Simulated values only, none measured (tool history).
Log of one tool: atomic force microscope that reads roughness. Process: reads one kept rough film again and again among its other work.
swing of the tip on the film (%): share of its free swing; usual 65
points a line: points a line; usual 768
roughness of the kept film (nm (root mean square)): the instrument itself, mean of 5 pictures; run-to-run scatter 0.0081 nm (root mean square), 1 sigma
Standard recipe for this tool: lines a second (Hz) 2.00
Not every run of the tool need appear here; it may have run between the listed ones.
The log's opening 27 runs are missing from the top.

run,hour,lines a second (Hz),swing of the tip on the film (%),points a line,roughness of the kept film (nm (root mean square))
28,379.1,0.58,58,527,1.885
29,392.6,2.49,84,507,1.439
30,405.7,0.90,58,962,1.846
31,422.7,1.55,63,586,1.761
32,439.4,1.35,69,303,1.706
33,448.3,2.33,65,406,1.660
34,458.2,1.59,64,637,1.710
35,469.3,0.91,87,389,1.600
36,479.7,0.57,65,768,1.780
37,493.6,1.36,87,768,1.489
38,506.5,1.36,87,768,1.488
39,523.0,1.36,87,768,1.475
40,535.1,1.36,87,768,1.473
41,549.0,3.72,65,697,1.477
42,564.7,3.72,65,697,1.478
43,582.1,2.78,87,259,1.203

Consider 3 possible next runs. They are alternatives, not a sequence: every one starts from the tool as it was left by run 43. What does each give?
A,593.5,0.66,61,380,?
B,593.5,0.93,69,900,?
C,593.5,0.98,70,516,?

run,roughness of the kept film (nm (root mean square))
A,1.662
B,1.630
C,1.618
With no hidden state in the tool, these same runs would have given:
run,roughness of the kept film (nm (root mean square))
A,1.871
B,1.834
C,1.820
